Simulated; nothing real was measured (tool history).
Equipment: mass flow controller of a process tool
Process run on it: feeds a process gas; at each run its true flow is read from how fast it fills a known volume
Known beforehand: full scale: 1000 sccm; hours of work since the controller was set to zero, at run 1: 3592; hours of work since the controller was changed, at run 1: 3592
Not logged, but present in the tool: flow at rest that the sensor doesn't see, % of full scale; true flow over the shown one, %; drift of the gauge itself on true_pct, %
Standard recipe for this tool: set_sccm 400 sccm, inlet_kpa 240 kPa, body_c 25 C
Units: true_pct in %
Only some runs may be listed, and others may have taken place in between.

run    hour  set_sccm  inlet_kpa  body_c  hours of work since the controller was set to zero  hours of work since the controller was changed  true_pct
  1       0       400        240      25                                                3592                                            3592    101.61
  2   295.5       400        240      25                                                3704                                            3704    101.67
  3   592.6       359        240      25                                                3817                                            3817    102.12
  4   830.9       400        240      25                                                3907                                            3907    101.97
  5  1058.5       400        240      25                                                3993                                            3993    101.92
  6    1354       400        240      25                                                4105                                            4105    101.99
     1402.9  -- controller's zero set anew
  7  1552.5       400        240      25                                                  57                                            4180    103.85
  8  1787.8       400        240      35                                                 146                                            4270    104.46
  9  2009.5       400        240      35                                                 230                                            4354    104.38
 10  2276.9       400        240      35                                                 331                                            4455    104.51
     2366.6  -- controller's zero set anew, once more
 11  2513.7       400        240      25                                                  56                                            4545     99.63
 12  2786.3       293        240      27                                                 159                                            4648     99.59
 13  3029.8       155        240      27                                                 251                                            4740     99.92
 14    3332       230        214      37                                                 366                                            4855    100.46
 15  3646.3       719        153      34                                                 485                                            4974    101.12

Run 16, settings as shown, results not yet in. Your forecast:
 16  3795.8       326        194      25                                                 542                                            5030         ?

Run 16 gave true_pct 100.21 %.
Without the tool's hidden state the same run would have given true_pct 99.17 %.

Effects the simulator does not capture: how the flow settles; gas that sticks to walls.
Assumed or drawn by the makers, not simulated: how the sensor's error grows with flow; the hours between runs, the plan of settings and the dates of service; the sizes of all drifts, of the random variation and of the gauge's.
